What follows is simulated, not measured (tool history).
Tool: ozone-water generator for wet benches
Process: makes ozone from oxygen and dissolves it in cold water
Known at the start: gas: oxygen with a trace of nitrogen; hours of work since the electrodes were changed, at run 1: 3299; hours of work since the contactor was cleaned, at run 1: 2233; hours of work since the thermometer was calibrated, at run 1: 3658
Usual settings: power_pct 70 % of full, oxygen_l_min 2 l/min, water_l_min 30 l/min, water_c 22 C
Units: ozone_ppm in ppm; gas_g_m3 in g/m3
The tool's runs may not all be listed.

run     day  power_pct  oxygen_l_min  water_l_min  water_c  hours of work since the electrodes were changed  hours of work since the contactor was cleaned  hours of work since the thermometer was calibrated  ozone_ppm  gas_g_m3
  1       0         70             2           30       22                                             3299                                           2233                                                3658       6.74     179.4
  2   7.825         70             2           30       22                                             3427                                           2361                                                3787       6.65     177.3
  3  12.033         70             2           30       22                                             3496                                           2430                                                3856       6.75     177.9
  4  16.675         70             2           30       22                                             3573                                           2506                                                3932       6.84     175.9
      19.75  -- water thermometer calibrated
  5  20.221         70             2           30       23                                             3630                                           2564                                                   8       6.79     176.5
  6  24.812         70           2.5           30       22                                             3706                                           2640                                                  83       7.11     154.3
  7  32.583         70           2.5           30       22                                             3833                                           2767                                                 211       6.83     154.5
  8  37.717         70           2.5           30       22                                             3918                                           2851                                                 295       7.01     156.5
     40.942  -- water thermometer calibrated, once more
  9  44.238         70           2.5           30       22                                             4024                                           2958                                                  54       7.07     154.9
 10  47.592         83             2           30       15                                             4079                                           3013                                                 109        7.5     191.6
 11  55.075         54          3.32           44       19                                             4202                                           3136                                                 232       4.53     115.3
     56.804  -- contactor cleaned
 12  59.208         54          3.32           44       19                                             4267                                             39                                                 297       4.56     115.9
 13  62.846         54          3.32           44       19                                             4327                                             99                                                 357       4.71     114.9
 14  69.671         41             2           19       22                                             4439                                            211                                                 469       8.23     135.7
 15  73.917         71             2           19       22                                             4509                                            281                                                 539      10.66     174.9
 16  80.671         71             2           19       22                                             4620                                            392                                                 649      10.37     173.2
 17  84.129         68             2           19       18                                             4676                                            449                                                 706      10.51       171

3 ways to go on from here, each from the tool as it stands after run 17. What would each give?
  A  88.742         70             2           44       22                                             4752                                            524                                                 782          ?         ?
  B  88.742         68          2.83           29       18                                             4752                                            524                                                 782          ?         ?
  C  88.742         70             2           30       27                                             4752                                            524                                                 782          ?         ?

run  ozone_ppm  gas_g_m3
  A       4.62     174.5
  B       7.45     140.5
  C       6.49     175.7
Without the tool's hidden state the same runs would have given:
run  ozone_ppm  gas_g_m3
  A       5.16     193.9
  B       8.35     155.9
  C       7.26     195.1

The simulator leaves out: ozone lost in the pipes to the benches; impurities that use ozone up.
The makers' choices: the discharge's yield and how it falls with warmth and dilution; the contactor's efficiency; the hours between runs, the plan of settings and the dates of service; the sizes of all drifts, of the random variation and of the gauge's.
